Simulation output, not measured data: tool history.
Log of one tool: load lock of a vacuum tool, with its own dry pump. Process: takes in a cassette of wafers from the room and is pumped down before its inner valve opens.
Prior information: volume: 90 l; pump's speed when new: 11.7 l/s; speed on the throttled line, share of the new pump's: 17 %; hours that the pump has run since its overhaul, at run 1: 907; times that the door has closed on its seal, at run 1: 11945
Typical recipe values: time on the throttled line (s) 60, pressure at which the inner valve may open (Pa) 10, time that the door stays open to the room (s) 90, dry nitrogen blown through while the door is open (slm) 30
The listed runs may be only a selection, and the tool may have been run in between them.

run,hour,time on the throttled line (s),pressure at which the inner valve may open (Pa),time that the door stays open to the room (s),dry nitrogen blown through while the door is open (slm),hours that the pump has run since its overhaul,times that the door has closed on its seal,"incoming humidity of the room's air, %",time from the closed door until the inner valve may open (s),rise of the pressure with all valves shut (Pa/min)
1,0,60,10,90,30,907,11945,43.9,120.6,0.026
2,128.8,60,10,90,26,1036,12227,41.9,120.3,0.029
3,345.7,60,10,90,30,1253,12702,43.1,121.2,0.024
4,507.2,60,10,90,30,1414,13056,45.8,121.9,0.03
5,701,60,10,90,30,1608,13480,45.9,121.9,0.031
6,897,60,10,90,30,1804,13909,46.3,122.4,0.03
7,1133,60,10,90,30,2040,14426,44.7,119.5,0.02
8,1351.3,60,10,54,30,2258,14904,44.8,122.1,0.025
9,1645.9,60,10,54,30,2553,15549,43.3,121.9,0.029
10,1774.9,60,10,54,30,2682,15831,44.5,121.4,0.023
11,1961,60,10,54,30,2868,16239,44.9,120.5,0.019
12,2219.8,60,10,54,30,3127,16805,42.5,122,0.028
13,2413,60,10,90,30,3320,17228,43.8,121.7,0.033
14,2724.1,60,10,90,30,3631,17910,44,121.7,0.025
15,2874,60,10,90,30,3781,18238,41.6,120.9,0.027
16,3029.1,60,10,90,30,3936,18577,44.3,122.3,0.022
17,3215.1,60,10,90,30,4122,18985,47,121.8,0.036
18,3342.9,106,11,46,17,4250,19264,45.1,159.8,0.034
19,3516.8,106,11,46,17,4424,19645,41.8,160,0.029
20,3816.6,76,8,46,17,4724,20302,46.1,135.9,0.032
21,4111.9,59,14,84,19,5019,20948,46.2,118.4,0.034
22,4415.6,59,14,84,4,5323,21613,44.3,118.1,0.048
23,4692.9,59,14,84,4,5600,22220,45.2,118.2,0.043
24,4940.4,59,14,84,4,5848,22762,43.2,117.2,0.046
25,5228.4,117,10,50,30,6136,23393,43.2,169.2,0.02
26,5499.6,117,10,50,30,6407,23986,46.9,168.6,0.026
27,5626.6,117,10,50,30,6534,24264,44.8,168.6,0.022
28,5861.6,117,10,50,30,6769,24779,42.5,169.6,0.022
# hour 6141.9: door's seal changed, seat wiped
29,6151.1,117,10,50,30,7057,21,44.3,170.2,0.023

Here are 5 independent what-if runs from the current tool condition. What would each one return?
A,6356.5,60,14,229,30,7262,470,45.4,?,?
B,6356.5,33,10,50,5,7262,470,47.8,?,?
C,6356.5,89,10,206,5,7262,470,45.9,?,?
D,6356.5,91,10,50,30,7262,470,42.8,?,?
E,6356.5,43,16,90,23,7262,470,45.8,?,?

run,time from the closed door until the inner valve may open (s),rise of the pressure with all valves shut (Pa/min)
A,118.7,0.038
B,98.8,0.044
C,145.3,0.06
D,147.3,0.025
E,104.2,0.035
Without the tool's unlogged condition, the same runs would have read:
run,time from the closed door until the inner valve may open (s),rise of the pressure with all valves shut (Pa/min)
A,118.7,0.038
B,98.8,0.044
C,145.3,0.06
D,147.3,0.025
E,104.2,0.035
